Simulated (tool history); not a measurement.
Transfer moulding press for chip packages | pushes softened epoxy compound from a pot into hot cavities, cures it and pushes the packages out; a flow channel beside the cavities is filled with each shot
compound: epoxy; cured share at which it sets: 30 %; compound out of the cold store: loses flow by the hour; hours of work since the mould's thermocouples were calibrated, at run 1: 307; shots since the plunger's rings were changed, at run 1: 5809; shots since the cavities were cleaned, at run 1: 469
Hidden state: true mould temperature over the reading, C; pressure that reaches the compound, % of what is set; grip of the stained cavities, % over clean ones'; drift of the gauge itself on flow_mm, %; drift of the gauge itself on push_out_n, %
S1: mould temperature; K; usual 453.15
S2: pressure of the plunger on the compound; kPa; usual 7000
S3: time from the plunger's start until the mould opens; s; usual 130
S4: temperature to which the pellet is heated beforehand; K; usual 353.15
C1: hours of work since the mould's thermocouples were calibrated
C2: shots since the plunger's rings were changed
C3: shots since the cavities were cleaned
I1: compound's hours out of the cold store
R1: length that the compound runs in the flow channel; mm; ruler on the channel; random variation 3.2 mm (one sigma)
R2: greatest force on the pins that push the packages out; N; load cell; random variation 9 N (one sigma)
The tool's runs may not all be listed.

run	hour	S1	S2	S3	S4	C1	C2	C3	I1	R1	R2
1	0	453.15	7000	130	353.15	307	5809	469	21.4	486	594
# hour 14.8: cavities cleaned with cleaning compound and waxed
2	20.2	453.15	7000	130	353.15	314	5922	33	14.1	509	646
# hour 28.3: plunger's sealing rings changed
3	48.8	453.15	7000	130	353.15	325	125	191	47.3	470	596
# hour 68.4: cavities cleaned with cleaning compound and waxed, once more
4	76.3	453.15	7000	130	353.15	335	281	47	42	479	438
5	100.1	453.15	7000	130	353.15	345	425	191	39.1	483	489
6	123.9	453.15	7000	122	353.15	354	569	335	12.5	563	638
7	145.5	453.15	7000	122	353.15	363	699	465	37.7	492	610
# hour 160: cavities cleaned with cleaning compound and waxed
8	160	453.15	7000	122	353.15	368	777	0	18.9	539	501
9	172.1	453.15	7000	130	353.15	373	850	73	24	532	472
10	192.2	453.15	7000	130	348.15	381	972	195	37	487	494
11	209.6	453.15	5620	130	348.15	388	1077	300	42	428	524
12	231.7	453.15	7000	130	353.15	397	1210	433	24.9	524	570
13	244.3	453.15	7000	120	353.15	402	1286	509	41.2	475	663
# hour 251.5: cavities cleaned with cleaning compound and waxed
14	257.8	453.15	7000	120	353.15	407	1359	38	34.5	491	520
15	279.5	453.15	7000	120	353.15	416	1490	169	25.3	520	612
16	299.7	453.15	7000	120	353.15	424	1612	291	34.2	490	614
17	315.1	453.15	7000	149	353.15	430	1705	384	23.4	522	470
18	331.1	461.15	5360	130	343.15	436	1801	480	27.3	429	443
# hour 343.1: cavities cleaned with cleaning compound and waxed
19	350.1	461.15	8310	130	343.15	443	1907	43	26.4	535	338
20	361.3	453.15	7000	163	353.15	448	1974	110	30.3	496	374
21	382.5	453.15	7000	163	353.15	456	2102	238	40.5	464	417
22	398.2	453.15	7000	138	350.15	463	2197	333	21.4	527	518
# hour 412.4: mould's thermocouples calibrated
23	413.4	452.15	5820	137	351.15	0	2277	413	40.3	422	499
24	433.6	458.15	7000	122	353.15	9	2399	535	17.8	511	476
# hour 436.8: cavities cleaned with cleaning compound and waxed
25	459.2	458.15	7000	122	353.15	18	2544	135	10.5	533	391
26	479.2	458.15	7000	122	353.15	26	2665	256	15.7	525	443
27	499.7	453.15	7000	118	353.15	34	2788	379	14.5	529	649
28	524.8	453.15	7000	118	353.15	45	2940	531	9.7	551	687

How the hidden state differs across the entries between the runs, from the last listed run before each to the first after it:
Between runs 1 and 2: cavities cleaned with cleaning compound and waxed (hour 14.8)
  true mould temperature over the reading, C: -0.66 -> -0.68; pressure that reaches the compound, % of what is set: 81.63 -> 81.3; grip of the stained cavities, % over clean ones': 31 -> 40.8
  measured less the result without the state, R1: -51 -> -54 mm; R2: +159 -> +210 N
Between runs 2 and 3: plunger's sealing rings changed (hour 28.3)
  true mould temperature over the reading, C: -0.68 -> -0.7; pressure that reaches the compound, % of what is set: 81.3 -> 99.16; grip of the stained cavities, % over clean ones': 40.8 -> 44.3
  measured less the result without the state, R1: -54 -> -1 mm; R2: +210 -> +197 N
Between runs 3 and 4: cavities cleaned with cleaning compound and waxed, once more (hour 68.4)
  true mould temperature over the reading, C: -0.7 -> -0.72; pressure that reaches the compound, % of what is set: 99.16 -> 98.69; grip of the stained cavities, % over clean ones': 44.3 -> 4.1
  measured less the result without the state, R1: -1 -> -1 mm; R2: +197 -> +33 N
Between runs 7 and 8: cavities cleaned with cleaning compound and waxed (hour 160)
  true mould temperature over the reading, C: -0.79 -> -0.8; pressure that reaches the compound, % of what is set: 97.41 -> 97.17; grip of the stained cavities, % over clean ones': 30.1 -> 2
  measured less the result without the state, R1: -4 -> -6 mm; R2: +165 -> +38 N
Between runs 13 and 14: cavities cleaned with cleaning compound and waxed (hour 251.5)
  true mould temperature over the reading, C: -0.87 -> -0.88; pressure that reaches the compound, % of what is set: 95.57 -> 95.37; grip of the stained cavities, % over clean ones': 32.3 -> 5.7
  measured less the result without the state, R1: -9 -> -9 mm; R2: +191 -> +56 N
Between runs 18 and 19: cavities cleaned with cleaning compound and waxed (hour 343.1)
  true mould temperature over the reading, C: -0.95 -> -0.97; pressure that reaches the compound, % of what is set: 94.04 -> 93.72; grip of the stained cavities, % over clean ones': 31.3 -> 6.8
  measured less the result without the state, R1: -11 -> -15 mm; R2: +110 -> +26 N
Between runs 22 and 23: mould's thermocouples calibrated (hour 412.4)
  true mould temperature over the reading, C: -1.01 -> 0.26; pressure that reaches the compound, % of what is set: 92.88 -> 92.64; grip of the stained cavities, % over clean ones': 24.9 -> 28.7
  measured less the result without the state, R1: -16 -> -17 mm; R2: +123 -> +105 N
Between runs 24 and 25: cavities cleaned with cleaning compound and waxed (hour 436.8)
  true mould temperature over the reading, C: 0.24 -> 0.22; pressure that reaches the compound, % of what is set: 92.28 -> 91.82; grip of the stained cavities, % over clean ones': 33.7 -> 11.1
  measured less the result without the state, R1: -21 -> -24 mm; R2: +116 -> +36 N
